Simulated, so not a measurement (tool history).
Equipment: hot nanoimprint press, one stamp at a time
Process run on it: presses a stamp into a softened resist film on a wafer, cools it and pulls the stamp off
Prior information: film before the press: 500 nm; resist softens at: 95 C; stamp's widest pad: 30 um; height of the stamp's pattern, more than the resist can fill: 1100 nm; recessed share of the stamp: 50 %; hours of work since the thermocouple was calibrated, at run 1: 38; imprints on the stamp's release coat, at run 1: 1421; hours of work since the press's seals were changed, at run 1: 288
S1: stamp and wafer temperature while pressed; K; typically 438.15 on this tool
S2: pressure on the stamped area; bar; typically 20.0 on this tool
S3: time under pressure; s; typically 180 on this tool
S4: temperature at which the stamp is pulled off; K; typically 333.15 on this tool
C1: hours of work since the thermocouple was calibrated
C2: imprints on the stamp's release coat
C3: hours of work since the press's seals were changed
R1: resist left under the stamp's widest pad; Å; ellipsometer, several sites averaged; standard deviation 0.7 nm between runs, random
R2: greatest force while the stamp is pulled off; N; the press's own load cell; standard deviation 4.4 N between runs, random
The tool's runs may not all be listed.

run 1 hour=0.0 | S1=438.15 S2=20.0 S3=180 S4=333.15 | C1=38 C2=1421 C3=288 | R1=2708 R2=231
run 2 hour=18.4 | S1=438.15 S2=20.0 S3=180 S4=333.15 | C1=47 C2=1468 C3=298 | R1=2714 R2=234
run 3 hour=29.4 | S1=438.15 S2=20.0 S3=180 S4=333.15 | C1=53 C2=1497 C3=303 | R1=2711 R2=240
run 4 hour=51.8 | S1=438.15 S2=20.0 S3=180 S4=333.15 | C1=65 C2=1555 C3=315 | R1=2707 R2=239
run 5 hour=68.7 | S1=438.15 S2=20.0 S3=180 S4=333.15 | C1=74 C2=1598 C3=324 | R1=2696 R2=234
run 6 hour=77.9 | S1=438.15 S2=20.0 S3=180 S4=333.15 | C1=79 C2=1622 C3=329 | R1=2711 R2=241
run 7 hour=96.6 | S1=438.15 S2=20.0 S3=180 S4=333.15 | C1=88 C2=1671 C3=339 | R1=2706 R2=240
run 8 hour=115.7 | S1=438.15 S2=20.0 S3=179 S4=333.15 | C1=98 C2=1720 C3=349 | R1=2706 R2=246
run 9 hour=138.1 | S1=438.15 S2=20.0 S3=179 S4=333.15 | C1=110 C2=1778 C3=360 | R1=2712 R2=239
run 10 hour=147.3 | S1=438.15 S2=28.3 S3=179 S4=333.15 | C1=115 C2=1802 C3=365 | R1=2266 R2=241
run 11 hour=166.7 | S1=438.15 S2=28.3 S3=179 S4=333.15 | C1=125 C2=1852 C3=375 | R1=2267 R2=236
run 12 hour=178.7 | S1=438.15 S2=20.0 S3=180 S4=326.15 | C1=131 C2=1883 C3=382 | R1=2705 R2=271
run 13 hour=188.3 | S1=438.15 S2=20.0 S3=180 S4=335.15 | C1=136 C2=1908 C3=387 | R1=2709 R2=233
run 14 hour=207.1 | S1=426.15 S2=20.0 S3=180 S4=333.15 | C1=146 C2=1956 C3=397 | R1=3546 R2=234
run 15 hour=219.1 | S1=426.15 S2=20.0 S3=180 S4=333.15 | C1=153 C2=1987 C3=403 | R1=3559 R2=235
run 16 hour=234.0 | S1=426.15 S2=20.0 S3=180 S4=333.15 | C1=160 C2=2026 C3=411 | R1=3571 R2=236
run 17 hour=253.9 | S1=426.15 S2=20.0 S3=180 S4=333.15 | C1=171 C2=2077 C3=421 | R1=3546 R2=230
run 18 hour=276.3 | S1=426.15 S2=16.1 S3=180 S4=326.15 | C1=183 C2=2135 C3=433 | R1=3817 R2=263
run 19 hour=290.7 | S1=426.15 S2=16.1 S3=180 S4=326.15 | C1=190 C2=2173 C3=441 | R1=3835 R2=268
-- hour=308.1 stamp cleaned and given a new release coat
run 20 hour=317.0 | S1=450.15 S2=28.8 S3=316 S4=336.15 | C1=201 C2=23 C3=451 | R1=1347 R2=229
run 21 hour=335.2 | S1=450.15 S2=28.8 S3=316 S4=336.15 | C1=210 C2=70 C3=461 | R1=1349 R2=228
run 22 hour=354.7 | S1=450.15 S2=28.8 S3=316 S4=336.15 | C1=221 C2=121 C3=471 | R1=1351 R2=221
run 23 hour=375.0 | S1=448.15 S2=28.8 S3=316 S4=322.15 | C1=231 C2=173 C3=482 | R1=1413 R2=288
run 24 hour=389.8 | S1=450.15 S2=14.1 S3=91 S4=324.15 | C1=239 C2=211 C3=489 | R1=3021 R2=274
run 25 hour=400.2 | S1=450.15 S2=14.1 S3=91 S4=324.15 | C1=244 C2=238 C3=495 | R1=3016 R2=279
run 26 hour=413.5 | S1=450.15 S2=14.1 S3=91 S4=324.15 | C1=251 C2=273 C3=502 | R1=3025 R2=276
run 27 hour=427.2 | S1=448.15 S2=20.0 S3=308 S4=325.15 | C1=259 C2=308 C3=509 | R1=1769 R2=274
run 28 hour=439.9 | S1=448.15 S2=23.9 S3=237 S4=325.15 | C1=265 C2=341 C3=516 | R1=1754 R2=271
run 29 hour=461.0 | S1=436.15 S2=20.0 S3=287 S4=333.15 | C1=276 C2=396 C3=527 | R1=2447 R2=241
run 30 hour=471.4 | S1=438.15 S2=14.8 S3=132 S4=331.15 | C1=282 C2=422 C3=532 | R1=3381 R2=255
run 31 hour=486.3 | S1=434.15 S2=14.8 S3=132 S4=324.15 | C1=290 C2=461 C3=540 | R1=3617 R2=276

Here are 3 independent what-if runs from the current tool condition. What would each one return?
run A hour=505.2 | S1=439.15 S2=28.9 S3=180 S4=333.15 | C1=300 C2=510 C3=550 | R1=? R2=?
run B hour=505.2 | S1=443.15 S2=14.8 S3=132 S4=324.15 | C1=300 C2=510 C3=550 | R1=? R2=?
run C hour=505.2 | S1=438.15 S2=20.0 S3=355 S4=330.15 | C1=300 C2=510 C3=550 | R1=? R2=?

run=A R1=2187 R2=242
run=B R1=3059 R2=272
run=C R1=2159 R2=247
Without the tool's hidden state the same runs would have given:
run=A R1=2188 R2=242
run=B R1=3060 R2=272
run=C R1=2160 R2=247

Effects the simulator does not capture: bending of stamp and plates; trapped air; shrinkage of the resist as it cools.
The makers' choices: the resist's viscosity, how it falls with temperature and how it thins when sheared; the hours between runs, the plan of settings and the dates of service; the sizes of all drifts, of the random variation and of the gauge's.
